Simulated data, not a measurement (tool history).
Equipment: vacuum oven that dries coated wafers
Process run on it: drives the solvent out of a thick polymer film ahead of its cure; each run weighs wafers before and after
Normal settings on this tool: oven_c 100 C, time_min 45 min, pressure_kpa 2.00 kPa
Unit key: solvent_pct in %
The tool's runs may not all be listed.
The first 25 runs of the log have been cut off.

| run | day | oven_c | time_min | pressure_kpa | solvent_pct |
|---|---|---|---|---|---|
| 26 | 11.167 | 87 | 31 | 1.30 | 4.64 |
| 27 | 11.754 | 100 | 71 | 2.00 | 0.87 |
| 28 | 12.108 | 112 | 71 | 3.93 | 1.04 |
| 29 | 12.604 | 112 | 71 | 3.93 | 1.07 |
| 30 | 12.862 | 96 | 75 | 5.16 | 2.60 |
| 31 | 13.288 | 96 | 34 | 7.01 | 4.85 |
| 32 | 13.642 | 96 | 34 | 7.01 | 4.87 |
| 33 | 13.950 | 87 | 26 | 2.46 | 6.03 |
| 34 | 14.517 | 87 | 26 | 2.46 | 5.89 |
| 35 | 15.067 | 107 | 36 | 1.05 | 0.88 |
| 36 | 15.633 | 91 | 58 | 1.05 | 1.52 |
| 37 | 16.021 | 109 | 45 | 2.00 | 0.81 |
| 38 | 16.533 | 86 | 35 | 2.00 | 4.68 |
| 39 | 16.792 | 96 | 45 | 4.89 | 3.17 |
| 40 | 17.217 | 95 | 45 | 1.25 | 1.77 |
| 41 | 17.538 | 100 | 56 | 2.66 | 1.39 |

Expected results for the next run?
| 42 | 18.150 | 100 | 56 | 2.66 | ? |

{"run 42": {"solvent_pct": 1.4}}
Were there no unlogged condition in the tool, this run, its random variation unchanged, would have produced solvent_pct 1.40 %.
